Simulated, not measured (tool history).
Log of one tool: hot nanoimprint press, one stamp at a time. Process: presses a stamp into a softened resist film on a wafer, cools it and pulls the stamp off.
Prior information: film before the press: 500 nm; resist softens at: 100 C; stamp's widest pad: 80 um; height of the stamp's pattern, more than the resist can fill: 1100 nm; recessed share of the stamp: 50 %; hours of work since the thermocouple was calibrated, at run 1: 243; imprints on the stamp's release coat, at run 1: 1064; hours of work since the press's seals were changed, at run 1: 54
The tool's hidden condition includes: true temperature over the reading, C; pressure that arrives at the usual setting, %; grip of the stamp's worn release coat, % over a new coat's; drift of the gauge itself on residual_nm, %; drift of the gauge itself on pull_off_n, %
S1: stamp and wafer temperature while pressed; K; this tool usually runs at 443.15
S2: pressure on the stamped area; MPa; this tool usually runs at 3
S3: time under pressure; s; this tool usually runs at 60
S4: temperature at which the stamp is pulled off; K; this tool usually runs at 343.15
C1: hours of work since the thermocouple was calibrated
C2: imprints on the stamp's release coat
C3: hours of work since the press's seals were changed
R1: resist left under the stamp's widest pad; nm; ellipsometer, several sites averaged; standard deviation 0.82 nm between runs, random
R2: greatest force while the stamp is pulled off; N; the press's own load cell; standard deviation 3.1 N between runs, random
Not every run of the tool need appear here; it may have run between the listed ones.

run,hour,S1,S2,S3,S4,C1,C2,C3,R1,R2
1,0,443.15,3,60,343.15,243,1064,54,181,145
2,11.2,443.15,3.38,60,343.15,248,1094,59,167.4,139
3,18.8,443.15,3,60,343.15,251,1114,62,178.9,144
4,26.1,443.15,3,60,343.15,254,1133,65,179,148
5,32.2,443.15,3,60,343.15,257,1150,68,178.4,146
6,42.6,443.15,3,60,342.15,261,1177,72,178.8,145
7,52.4,443.15,3,60,343.15,265,1204,76,178.6,150
8,63.9,443.15,3,60,343.15,270,1234,81,179.2,148
9,70.4,455.15,3,77,349.15,273,1251,84,91.5,126

Run 10 is up next; what results do you expect?
10,76.9,455.15,3,77,330.15,275,1269,87,?,?

{"run 10": {"R1": 91.8, "R2": 195}}
Take away the tool's hidden state, keep the run-to-run variation as it was, and the same run would have given R1 92.6 nm, R2 193 N.

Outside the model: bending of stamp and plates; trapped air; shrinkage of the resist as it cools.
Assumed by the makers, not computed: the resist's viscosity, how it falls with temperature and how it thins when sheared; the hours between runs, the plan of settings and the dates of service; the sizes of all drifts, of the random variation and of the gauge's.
